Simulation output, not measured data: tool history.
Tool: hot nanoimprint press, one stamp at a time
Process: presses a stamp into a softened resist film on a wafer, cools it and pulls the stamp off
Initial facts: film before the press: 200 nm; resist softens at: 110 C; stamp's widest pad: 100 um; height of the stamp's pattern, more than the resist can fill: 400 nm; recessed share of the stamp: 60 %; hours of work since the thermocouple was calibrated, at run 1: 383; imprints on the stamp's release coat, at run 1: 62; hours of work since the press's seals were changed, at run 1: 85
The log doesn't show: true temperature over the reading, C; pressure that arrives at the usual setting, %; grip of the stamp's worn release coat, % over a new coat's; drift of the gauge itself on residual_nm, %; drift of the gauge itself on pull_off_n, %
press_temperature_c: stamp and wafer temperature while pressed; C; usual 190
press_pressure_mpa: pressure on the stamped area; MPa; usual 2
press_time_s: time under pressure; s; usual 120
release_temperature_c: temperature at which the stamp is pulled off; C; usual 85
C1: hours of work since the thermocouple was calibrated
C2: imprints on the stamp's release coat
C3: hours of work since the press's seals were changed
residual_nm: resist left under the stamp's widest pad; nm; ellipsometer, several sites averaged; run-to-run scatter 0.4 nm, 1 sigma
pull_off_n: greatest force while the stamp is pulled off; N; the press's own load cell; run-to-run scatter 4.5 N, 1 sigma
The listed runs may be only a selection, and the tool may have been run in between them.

run 1 hour=0 | press_temperature_c=190 press_pressure_mpa=2 press_time_s=120 release_temperature_c=85 | C1=383 C2=62 C3=85 | residual_nm=107.4 pull_off_n=218
run 2 hour=5.2 | press_temperature_c=190 press_pressure_mpa=2 press_time_s=120 release_temperature_c=85 | C1=386 C2=77 C3=88 | residual_nm=108.1 pull_off_n=223
run 3 hour=12.6 | press_temperature_c=190 press_pressure_mpa=2 press_time_s=158 release_temperature_c=85 | C1=390 C2=98 C3=93 | residual_nm=99.9 pull_off_n=215
run 4 hour=22.4 | press_temperature_c=190 press_pressure_mpa=2 press_time_s=120 release_temperature_c=85 | C1=396 C2=125 C3=98 | residual_nm=108.3 pull_off_n=216
run 5 hour=27.4 | press_temperature_c=190 press_pressure_mpa=2 press_time_s=120 release_temperature_c=85 | C1=399 C2=140 C3=101 | residual_nm=108.8 pull_off_n=218
run 6 hour=32.5 | press_temperature_c=190 press_pressure_mpa=2 press_time_s=120 release_temperature_c=85 | C1=402 C2=154 C3=104 | residual_nm=108.2 pull_off_n=209
run 7 hour=42.5 | press_temperature_c=187 press_pressure_mpa=2 press_time_s=120 release_temperature_c=85 | C1=408 C2=183 C3=110 | residual_nm=114.9 pull_off_n=220
-- hour=46 plate thermocouple calibrated
run 8 hour=54.8 | press_temperature_c=187 press_pressure_mpa=2 press_time_s=120 release_temperature_c=85 | C1=5 C2=209 C3=115 | residual_nm=115.3 pull_off_n=221
run 9 hour=62.9 | press_temperature_c=198 press_pressure_mpa=2 press_time_s=120 release_temperature_c=85 | C1=10 C2=232 C3=120 | residual_nm=92.3 pull_off_n=222
run 10 hour=68 | press_temperature_c=198 press_pressure_mpa=2 press_time_s=120 release_temperature_c=85 | C1=13 C2=246 C3=123 | residual_nm=92.7 pull_off_n=215
run 11 hour=77.2 | press_temperature_c=198 press_pressure_mpa=2 press_time_s=154 release_temperature_c=85 | C1=18 C2=272 C3=129 | residual_nm=85.4 pull_off_n=222
run 12 hour=82 | press_temperature_c=198 press_pressure_mpa=2 press_time_s=154 release_temperature_c=85 | C1=21 C2=286 C3=131 | residual_nm=85.1 pull_off_n=213
run 13 hour=89.2 | press_temperature_c=198 press_pressure_mpa=2 press_time_s=154 release_temperature_c=85 | C1=25 C2=306 C3=136 | residual_nm=85 pull_off_n=217
run 14 hour=99.5 | press_temperature_c=190 press_pressure_mpa=2 press_time_s=120 release_temperature_c=76 | C1=31 C2=336 C3=142 | residual_nm=109.6 pull_off_n=238
run 15 hour=107.6 | press_temperature_c=190 press_pressure_mpa=2 press_time_s=120 release_temperature_c=76 | C1=36 C2=359 C3=146 | residual_nm=110.3 pull_off_n=248
run 16 hour=112.7 | press_temperature_c=190 press_pressure_mpa=2 press_time_s=120 release_temperature_c=76 | C1=39 C2=373 C3=149 | residual_nm=109.3 pull_off_n=241
run 17 hour=118.8 | press_temperature_c=190 press_pressure_mpa=2 press_time_s=120 release_temperature_c=76 | C1=43 C2=390 C3=153 | residual_nm=109.3 pull_off_n=252
run 18 hour=125.3 | press_temperature_c=190 press_pressure_mpa=2 press_time_s=120 release_temperature_c=76 | C1=46 C2=409 C3=157 | residual_nm=109.5 pull_off_n=242
run 19 hour=132.4 | press_temperature_c=190 press_pressure_mpa=2 press_time_s=120 release_temperature_c=76 | C1=51 C2=429 C3=161 | residual_nm=109.5 pull_off_n=247
-- hour=136.5 gauge calibrated
run 20 hour=139.2 | press_temperature_c=190 press_pressure_mpa=2 press_time_s=101 release_temperature_c=86 | C1=55 C2=448 C3=165 | residual_nm=114.2 pull_off_n=218
run 21 hour=148.8 | press_temperature_c=190 press_pressure_mpa=2 press_time_s=198 release_temperature_c=86 | C1=60 C2=475 C3=171 | residual_nm=91.4 pull_off_n=217
run 22 hour=156.7 | press_temperature_c=190 press_pressure_mpa=2 press_time_s=198 release_temperature_c=86 | C1=65 C2=498 C3=175 | residual_nm=92.3 pull_off_n=215
run 23 hour=161.9 | press_temperature_c=190 press_pressure_mpa=2.38 press_time_s=120 release_temperature_c=85 | C1=68 C2=512 C3=178 | residual_nm=99.7 pull_off_n=218
run 24 hour=167.6 | press_temperature_c=190 press_pressure_mpa=2.38 press_time_s=120 release_temperature_c=85 | C1=71 C2=529 C3=182 | residual_nm=99.6 pull_off_n=206
run 25 hour=177.7 | press_temperature_c=190 press_pressure_mpa=2.38 press_time_s=120 release_temperature_c=85 | C1=77 C2=557 C3=187 | residual_nm=99.7 pull_off_n=216
run 26 hour=182.9 | press_temperature_c=194 press_pressure_mpa=2.98 press_time_s=188 release_temperature_c=88 | C1=80 C2=572 C3=191 | residual_nm=69.3 pull_off_n=209
run 27 hour=187.4 | press_temperature_c=199 press_pressure_mpa=2 press_time_s=77 release_temperature_c=85 | C1=83 C2=585 C3=193 | residual_nm=104.8 pull_off_n=211
run 28 hour=195.3 | press_temperature_c=199 press_pressure_mpa=2 press_time_s=77 release_temperature_c=85 | C1=87 C2=607 C3=198 | residual_nm=105.1 pull_off_n=224
run 29 hour=204.3 | press_temperature_c=199 press_pressure_mpa=2 press_time_s=77 release_temperature_c=85 | C1=93 C2=633 C3=203 | residual_nm=104.9 pull_off_n=218
run 30 hour=209.7 | press_temperature_c=192 press_pressure_mpa=1.65 press_time_s=162 release_temperature_c=90 | C1=96 C2=648 C3=206 | residual_nm=105.3 pull_off_n=198
run 31 hour=220.1 | press_temperature_c=182 press_pressure_mpa=2 press_time_s=120 release_temperature_c=85 | C1=102 C2=678 C3=212 | residual_nm=128.2 pull_off_n=220

For some of the steps in residual_nm from one run to the next: how much would appear even if the tool had no hidden state, given the settings, what came in and random variation, and how much remains for the hidden state plus any gauge scatter that the measured result and the result without hidden state don't share?
Run 13 -> 14: press_temperature_c 198 -> 190, press_time_s 154 -> 120, release_temperature_c 85 -> 76. residual_nm +24.6 nm: hidden state +0.5, all else +24.1.
Run 19 -> 20: press_time_s 120 -> 101, release_temperature_c 76 -> 86, gauge calibrated. residual_nm +4.7 nm: hidden state -1.9, all else +6.6.
Run 25 -> 26: press_temperature_c 190 -> 194, press_pressure_mpa 2.38 -> 2.98, press_time_s 120 -> 188, release_temperature_c 85 -> 88. residual_nm -30.4 nm: hidden state -0.1, all else -30.3.
Run 26 -> 27: press_temperature_c 194 -> 199, press_pressure_mpa 2.98 -> 2, press_time_s 188 -> 77, release_temperature_c 88 -> 85. residual_nm +35.5 nm: hidden state +0.3, all else +35.2.
Run 30 -> 31: press_temperature_c 192 -> 182, press_pressure_mpa 1.65 -> 2, press_time_s 162 -> 120, release_temperature_c 90 -> 85. residual_nm +22.9 nm: hidden state +0.5, all else +22.4.

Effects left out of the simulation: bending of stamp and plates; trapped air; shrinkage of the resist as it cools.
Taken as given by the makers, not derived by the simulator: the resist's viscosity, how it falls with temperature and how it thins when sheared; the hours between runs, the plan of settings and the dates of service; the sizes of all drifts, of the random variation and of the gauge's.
